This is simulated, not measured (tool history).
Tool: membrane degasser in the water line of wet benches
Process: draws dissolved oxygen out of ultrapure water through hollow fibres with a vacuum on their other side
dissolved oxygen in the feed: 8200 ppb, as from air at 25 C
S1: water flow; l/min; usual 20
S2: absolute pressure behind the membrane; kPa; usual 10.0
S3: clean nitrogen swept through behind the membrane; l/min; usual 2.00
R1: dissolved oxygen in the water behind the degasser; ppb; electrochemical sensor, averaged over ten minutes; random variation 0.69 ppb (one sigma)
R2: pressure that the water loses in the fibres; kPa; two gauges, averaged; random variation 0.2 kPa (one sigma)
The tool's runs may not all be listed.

run,hour,S1,S2,S3,R1,R2
1,0.0,20,10.0,2.00,171.8,46.17
2,71.7,20,10.0,2.42,145.8,46.24
3,123.8,20,10.0,2.42,144.8,45.87
4,173.4,15,10.0,2.00,133.5,34.33
5,238.1,15,10.0,2.00,132.8,34.77
6,298.8,15,10.0,2.00,134.0,34.35
7,349.7,20,10.0,2.00,174.6,45.98
8,424.2,20,10.0,2.00,173.3,46.31
9,488.2,20,10.0,2.00,173.6,46.24
10,596.1,20,10.0,2.00,174.7,46.33
11,695.6,20,10.0,2.00,173.9,46.02
12,792.5,20,23.3,2.00,478.5,46.13
13,852.6,20,23.3,2.00,474.6,46.17
14,909.9,20,10.0,4.01,91.6,46.30
15,974.9,20,20.3,4.01,215.8,46.49
16,1029.9,20,10.0,2.00,173.5,46.66
17,1136.6,20,10.0,2.00,174.0,46.37
18,1214.9,20,10.0,2.00,174.5,46.39

Forecast run 19:
19,1306.7,20,10.0,2.00,?,?

Run 19 gave R1 174.4 ppb, R2 46.15 kPa.
Without the tool's hidden state the same run would have given R1 159.9 ppb, R2 45.46 kPa.
